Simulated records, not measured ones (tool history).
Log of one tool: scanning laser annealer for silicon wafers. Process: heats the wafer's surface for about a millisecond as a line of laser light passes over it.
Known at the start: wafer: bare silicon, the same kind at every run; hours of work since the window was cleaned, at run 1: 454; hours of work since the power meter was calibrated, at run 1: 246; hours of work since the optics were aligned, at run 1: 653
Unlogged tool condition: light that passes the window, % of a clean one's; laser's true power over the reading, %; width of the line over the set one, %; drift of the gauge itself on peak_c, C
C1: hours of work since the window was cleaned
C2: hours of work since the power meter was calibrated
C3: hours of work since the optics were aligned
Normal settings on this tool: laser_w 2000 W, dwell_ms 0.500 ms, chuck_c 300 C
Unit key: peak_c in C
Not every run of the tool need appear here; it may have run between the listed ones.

run 1 hour=0.0 | laser_w=2000 dwell_ms=0.500 chuck_c=300 | C1=454 C2=246 C3=653 | peak_c=1111
run 2 hour=37.0 | laser_w=2000 dwell_ms=0.462 chuck_c=300 | C1=469 C2=262 C3=668 | peak_c=1075
run 3 hour=68.0 | laser_w=2000 dwell_ms=0.462 chuck_c=300 | C1=482 C2=274 C3=681 | peak_c=1076
run 4 hour=84.6 | laser_w=2000 dwell_ms=0.462 chuck_c=300 | C1=489 C2=281 C3=688 | peak_c=1074
run 5 hour=124.5 | laser_w=2000 dwell_ms=0.500 chuck_c=270 | C1=505 C2=298 C3=704 | peak_c=1080
run 6 hour=149.6 | laser_w=2000 dwell_ms=0.500 chuck_c=270 | C1=516 C2=308 C3=715 | peak_c=1079
run 7 hour=177.5 | laser_w=2000 dwell_ms=0.500 chuck_c=300 | C1=528 C2=320 C3=726 | peak_c=1109
run 8 hour=202.7 | laser_w=2000 dwell_ms=0.500 chuck_c=300 | C1=538 C2=331 C3=737 | peak_c=1105
run 9 hour=236.7 | laser_w=2000 dwell_ms=0.384 chuck_c=326 | C1=552 C2=345 C3=751 | peak_c=1021
-- hour=245.2 optics aligned, line set to its width
run 10 hour=280.1 | laser_w=2054 dwell_ms=0.472 chuck_c=262 | C1=568 C2=361 C3=15 | peak_c=1059
run 11 hour=299.9 | laser_w=2161 dwell_ms=0.577 chuck_c=261 | C1=576 C2=369 C3=23 | peak_c=1198
run 12 hour=325.1 | laser_w=2161 dwell_ms=0.577 chuck_c=261 | C1=587 C2=379 C3=33 | peak_c=1195
run 13 hour=363.8 | laser_w=2161 dwell_ms=0.577 chuck_c=261 | C1=603 C2=395 C3=49 | peak_c=1197
-- hour=384.1 optics aligned, line set to its width, once more
run 14 hour=391.9 | laser_w=1876 dwell_ms=0.409 chuck_c=314 | C1=613 C2=405 C3=3 | peak_c=995
run 15 hour=415.0 | laser_w=2000 dwell_ms=0.500 chuck_c=317 | C1=622 C2=415 C3=13 | peak_c=1127

Below are 3 alternative next runs, each starting from the tool's condition after run 15. Predict each:
run A hour=441.9 | laser_w=2102 dwell_ms=0.433 chuck_c=261 | C1=633 C2=426 C3=24 | peak_c=?
run B hour=441.9 | laser_w=2180 dwell_ms=0.389 chuck_c=266 | C1=633 C2=426 C3=24 | peak_c=?
run C hour=441.9 | laser_w=2071 dwell_ms=0.500 chuck_c=300 | C1=633 C2=426 C3=24 | peak_c=?

run=A peak_c=1041
run=B peak_c=1027
run=C peak_c=1138
The same runs, with their run-to-run variation unchanged, on a tool lacking any hidden condition would have given:
run=A peak_c=1066
run=B peak_c=1052
run=C peak_c=1165
